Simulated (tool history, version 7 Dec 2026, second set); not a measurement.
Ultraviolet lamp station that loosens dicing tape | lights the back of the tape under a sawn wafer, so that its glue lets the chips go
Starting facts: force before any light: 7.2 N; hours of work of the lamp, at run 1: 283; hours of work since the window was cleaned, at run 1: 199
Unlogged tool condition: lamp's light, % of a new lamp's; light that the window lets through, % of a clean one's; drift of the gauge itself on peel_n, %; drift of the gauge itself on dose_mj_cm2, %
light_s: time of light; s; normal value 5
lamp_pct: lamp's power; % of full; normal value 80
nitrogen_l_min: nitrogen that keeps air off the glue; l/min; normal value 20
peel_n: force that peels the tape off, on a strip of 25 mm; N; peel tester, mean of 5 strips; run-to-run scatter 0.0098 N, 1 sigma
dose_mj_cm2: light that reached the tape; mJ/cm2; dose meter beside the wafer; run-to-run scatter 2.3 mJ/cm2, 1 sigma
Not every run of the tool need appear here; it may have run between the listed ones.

| run | day | light_s | lamp_pct | nitrogen_l_min | hours of work of the lamp | hours of work since the window was cleaned | peel_n | dose_mj_cm2 |
|---|---|---|---|---|---|---|---|---|
| 1 | 0 | 5 | 80 | 20 | 283 | 199 | 0.596 | 190 |
| 2 | 0.725 | 5 | 80 | 20 | 292 | 208 | 0.639 | 187 |
| 3 | 1.85 | 5 | 80 | 20 | 306 | 222 | 0.591 | 192 |
| 4 | 3.246 | 5 | 80 | 20 | 324 | 240 | 0.622 | 189 |
| 5 | 4.683 | 5 | 80 | 20 | 342 | 258 | 0.649 | 186 |
| 6 | 5.758 | 5 | 80 | 20 | 355 | 271 | 0.64 | 183 |
| 7 | 6.438 | 5 | 61 | 20 | 364 | 280 | 1.1 | 139 |
| 8 | 7.475 | 5 | 61 | 20 | 377 | 293 | 1.08 | 138 |
| 9 | 9.075 | 5 | 61 | 20 | 397 | 313 | 1.149 | 140 |
| 10 | 10.029 | 5 | 80 | 20 | 409 | 325 | 0.709 | 178 |
| 11 | 10.771 | 5 | 80 | 20 | 418 | 334 | 0.688 | 173 |
|  | 11.762 | window cleaned of glue's vapour |
| 12 | 12.221 | 5 | 80 | 20 | 436 | 6 | 0.555 | 191 |
| 13 | 13.567 | 5 | 80 | 20 | 453 | 23 | 0.586 | 190 |
| 14 | 14.717 | 5 | 80 | 20 | 467 | 37 | 0.571 | 193 |
| 15 | 15.771 | 5 | 80 | 20 | 481 | 50 | 0.593 | 194 |
| 16 | 16.979 | 5 | 100 | 20 | 496 | 65 | 0.375 | 237 |
| 17 | 18.362 | 5 | 100 | 20 | 513 | 83 | 0.376 | 236 |
| 18 | 19.808 | 5 | 80 | 20 | 531 | 101 | 0.641 | 186 |
| 19 | 20.933 | 5 | 66 | 20 | 545 | 115 | 0.919 | 148 |
| 20 | 21.854 | 8 | 80 | 20 | 557 | 127 | 0.264 | 290 |
| 21 | 22.792 | 8 | 80 | 20 | 569 | 138 | 0.264 | 289 |
| 22 | 23.979 | 2 | 80 | 20 | 584 | 153 | 2.594 | 73 |
| 23 | 25.333 | 3 | 82 | 20 | 601 | 170 | 1.601 | 108 |
| 24 | 26.05 | 8 | 91 | 14 | 610 | 179 | 0.27 | 318 |
| 25 | 27.617 | 8 | 89 | 8 | 629 | 199 | 0.394 | 310 |
| 26 | 28.325 | 9 | 80 | 20 | 638 | 208 | 0.227 | 308 |
| 27 | 29.862 | 9 | 80 | 20 | 657 | 227 | 0.246 | 306 |
| 28 | 30.817 | 2 | 80 | 20 | 669 | 239 | 2.826 | 66 |
| 29 | 31.662 | 2 | 80 | 20 | 680 | 250 | 2.71 | 66 |
| 30 | 32.854 | 7 | 62 | 28 | 695 | 265 | 0.558 | 180 |
| 31 | 34.408 | 7 | 62 | 28 | 714 | 284 | 0.592 | 174 |
| 32 | 35.583 | 4 | 91 | 37 | 729 | 299 | 0.768 | 145 |
| 33 | 36.417 | 5 | 66 | 28 | 740 | 309 | 0.996 | 134 |
| 34 | 37.2 | 4 | 80 | 20 | 749 | 319 | 1.234 | 127 |
| 35 | 37.858 | 5 | 70 | 12 | 758 | 327 | 1.387 | 135 |
| 36 | 39.112 | 5 | 70 | 12 | 773 | 343 | 1.427 | 139 |
|  | 39.379 | window cleaned of glue's vapour |
| 37 | 40.55 | 6 | 90 | 22 | 791 | 15 | 0.378 | 233 |
| 38 | 41.55 | 6 | 90 | 27 | 804 | 27 | 0.327 | 235 |
| 39 | 42.388 | 6 | 81 | 39 | 814 | 38 | 0.356 | 213 |
| 40 | 43.846 | 8 | 67 | 9 | 832 | 56 | 0.67 | 227 |
| 41 | 44.829 | 6 | 80 | 6 | 845 | 68 | 1.06 | 204 |
| 42 | 45.55 | 3 | 60 | 24 | 854 | 77 | 2.394 | 72 |
| 43 | 47.125 | 3 | 84 | 23 | 874 | 97 | 1.651 | 110 |
| 44 | 47.896 | 3 | 84 | 23 | 883 | 107 | 1.645 | 105 |

Branching from run 44: 3 alternative next runs. What would each branch give?
| A | 48.958 | 2 | 95 | 25 | 897 | 120 | ? | ? |
| B | 48.958 | 4 | 60 | 11 | 897 | 120 | ? | ? |
| C | 48.958 | 3 | 80 | 6 | 897 | 120 | ? | ? |

| run | peel_n | dose_mj_cm2 |
|---|---|---|
| A | 2.264 | 79 |
| B | 2.239 | 97 |
| C | 2.759 | 93 |
Stripped of hidden state, with their random variation kept, the same runs would have yielded:
| run | peel_n | dose_mj_cm2 |
|---|---|---|
| A | 1.499 | 108 |
| B | 1.484 | 134 |
| C | 1.956 | 130 |
